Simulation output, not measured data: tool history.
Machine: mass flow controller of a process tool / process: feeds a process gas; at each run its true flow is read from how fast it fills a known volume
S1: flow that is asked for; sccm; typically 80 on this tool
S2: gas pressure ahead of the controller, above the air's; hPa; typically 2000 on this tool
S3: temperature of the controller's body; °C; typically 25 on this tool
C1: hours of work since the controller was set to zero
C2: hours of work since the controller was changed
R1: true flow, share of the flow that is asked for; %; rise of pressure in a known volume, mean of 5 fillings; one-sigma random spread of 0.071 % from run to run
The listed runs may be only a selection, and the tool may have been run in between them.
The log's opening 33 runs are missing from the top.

run,hour,S1,S2,S3,C1,C2,R1
34,12771,40,1900,37,4354,4354,95.2
35,13330.5,40,2040,37,4599,4599,95.18
36,13689.2,187,2000,37,4757,4757,99.17
37,14215.1,167,2000,23,4987,4987,100.65
38,14674.6,80,2520,20,5188,5188,99.65
39,14949.7,150,2710,24,5309,5309,100.76
40,15416.8,150,2710,24,5514,5514,100.91
41,15803.3,150,2710,24,5683,5683,100.8
42,16086,170,1650,30,5807,5807,99.69

Each row is a separate what-if for the run after 42, all from the same tool condition, not one after another. Results?
A,16649.5,80,1910,25,6054,6054,?
B,16649.5,43,2000,25,6054,6054,?
C,16649.5,80,2000,22,6054,6054,?

run,R1
A,98.71
B,96.13
C,99.11
Take away the tool's hidden state, keep each run's random variation, and the runs would have read:
run,R1
A,99.57
B,99.45
C,99.97

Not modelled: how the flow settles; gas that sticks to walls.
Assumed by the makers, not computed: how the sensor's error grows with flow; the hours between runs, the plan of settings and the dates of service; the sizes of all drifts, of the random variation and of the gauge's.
